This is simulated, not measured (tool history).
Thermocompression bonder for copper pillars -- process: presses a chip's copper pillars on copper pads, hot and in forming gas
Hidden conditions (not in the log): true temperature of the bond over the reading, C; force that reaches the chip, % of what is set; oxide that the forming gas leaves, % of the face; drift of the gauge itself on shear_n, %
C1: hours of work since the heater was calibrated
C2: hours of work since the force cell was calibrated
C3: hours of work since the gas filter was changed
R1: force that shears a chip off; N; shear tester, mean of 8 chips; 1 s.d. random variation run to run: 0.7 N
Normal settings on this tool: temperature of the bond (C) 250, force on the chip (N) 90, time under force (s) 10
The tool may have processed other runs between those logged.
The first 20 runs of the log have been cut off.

{"run": 21, "hour": 969.1, "temperature of the bond (C)": 250, "force on the chip (N)": 61, "time under force (s)": 27, "C1": 139, "C2": 44, "C3": 90, "R1": 54.4}
{"run": 22, "hour": 1022.1, "temperature of the bond (C)": 250, "force on the chip (N)": 64, "time under force (s)": 10, "C1": 179, "C2": 85, "C3": 131, "R1": 36.9}
{"run": 23, "hour": 1081.9, "temperature of the bond (C)": 269, "force on the chip (N)": 77, "time under force (s)": 23, "C1": 225, "C2": 131, "C3": 177, "R1": 71.8}
{"run": 24, "hour": 1140.9, "temperature of the bond (C)": 279, "force on the chip (N)": 64, "time under force (s)": 10, "C1": 270, "C2": 176, "C3": 222, "R1": 57.1}
{"hour": 1145.4, "done": "forming gas filter changed"}
{"run": 25, "hour": 1192.1, "temperature of the bond (C)": 251, "force on the chip (N)": 59, "time under force (s)": 10, "C1": 309, "C2": 215, "C3": 36, "R1": 37.4}
{"run": 26, "hour": 1221.5, "temperature of the bond (C)": 251, "force on the chip (N)": 70, "time under force (s)": 28, "C1": 332, "C2": 237, "C3": 58, "R1": 58.2}
{"run": 27, "hour": 1272.2, "temperature of the bond (C)": 251, "force on the chip (N)": 70, "time under force (s)": 28, "C1": 371, "C2": 276, "C3": 97, "R1": 58.5}
{"run": 28, "hour": 1310.5, "temperature of the bond (C)": 272, "force on the chip (N)": 70, "time under force (s)": 28, "C1": 400, "C2": 305, "C3": 126, "R1": 78.2}
{"run": 29, "hour": 1346.1, "temperature of the bond (C)": 272, "force on the chip (N)": 70, "time under force (s)": 28, "C1": 427, "C2": 333, "C3": 154, "R1": 75.9}
{"run": 30, "hour": 1412.7, "temperature of the bond (C)": 272, "force on the chip (N)": 70, "time under force (s)": 28, "C1": 478, "C2": 384, "C3": 205, "R1": 73.5}
{"hour": 1440.0, "done": "forming gas filter changed"}
{"run": 31, "hour": 1473.1, "temperature of the bond (C)": 250, "force on the chip (N)": 129, "time under force (s)": 13, "C1": 524, "C2": 430, "C3": 25, "R1": 60.1}
{"run": 32, "hour": 1513.7, "temperature of the bond (C)": 250, "force on the chip (N)": 68, "time under force (s)": 15, "C1": 555, "C2": 461, "C3": 56, "R1": 44.2}
{"run": 33, "hour": 1572.0, "temperature of the bond (C)": 235, "force on the chip (N)": 65, "time under force (s)": 21, "C1": 600, "C2": 505, "C3": 101, "R1": 36.3}
{"run": 34, "hour": 1614.0, "temperature of the bond (C)": 255, "force on the chip (N)": 133, "time under force (s)": 19, "C1": 632, "C2": 538, "C3": 133, "R1": 69.3}
{"run": 35, "hour": 1644.4, "temperature of the bond (C)": 255, "force on the chip (N)": 61, "time under force (s)": 14, "C1": 655, "C2": 561, "C3": 157, "R1": 42.8}
{"run": 36, "hour": 1698.0, "temperature of the bond (C)": 255, "force on the chip (N)": 61, "time under force (s)": 14, "C1": 696, "C2": 602, "C3": 198, "R1": 39.8}
{"hour": 1737.1, "done": "forming gas filter changed"}
{"run": 37, "hour": 1738.7, "temperature of the bond (C)": 250, "force on the chip (N)": 68, "time under force (s)": 12, "C1": 727, "C2": 633, "C3": 1, "R1": 40.8}
{"run": 38, "hour": 1770.3, "temperature of the bond (C)": 236, "force on the chip (N)": 90, "time under force (s)": 6, "C1": 751, "C2": 657, "C3": 25, "R1": 25.1}
{"run": 39, "hour": 1823.1, "temperature of the bond (C)": 236, "force on the chip (N)": 90, "time under force (s)": 6, "C1": 792, "C2": 697, "C3": 66, "R1": 26}
{"run": 40, "hour": 1866.5, "temperature of the bond (C)": 250, "force on the chip (N)": 70, "time under force (s)": 25, "C1": 825, "C2": 731, "C3": 99, "R1": 52.6}

Below are 3 alternative next runs, each starting from the tool's condition after run 40. Predict each:
{"run": "A", "hour": 1925.5, "temperature of the bond (C)": 250, "force on the chip (N)": 90, "time under force (s)": 6, "C1": 870, "C2": 776, "C3": 144, "R1": "?"}
{"run": "B", "hour": 1925.5, "temperature of the bond (C)": 248, "force on the chip (N)": 108, "time under force (s)": 15, "C1": 870, "C2": 776, "C3": 144, "R1": "?"}
{"run": "C", "hour": 1925.5, "temperature of the bond (C)": 255, "force on the chip (N)": 71, "time under force (s)": 23, "C1": 870, "C2": 776, "C3": 144, "R1": "?"}

run=A R1=32.3
run=B R1=49.3
run=C R1=53
Without the tool's unlogged condition, the same runs would have read:
run=A R1=39.9
run=B R1=60.1
run=C R1=64

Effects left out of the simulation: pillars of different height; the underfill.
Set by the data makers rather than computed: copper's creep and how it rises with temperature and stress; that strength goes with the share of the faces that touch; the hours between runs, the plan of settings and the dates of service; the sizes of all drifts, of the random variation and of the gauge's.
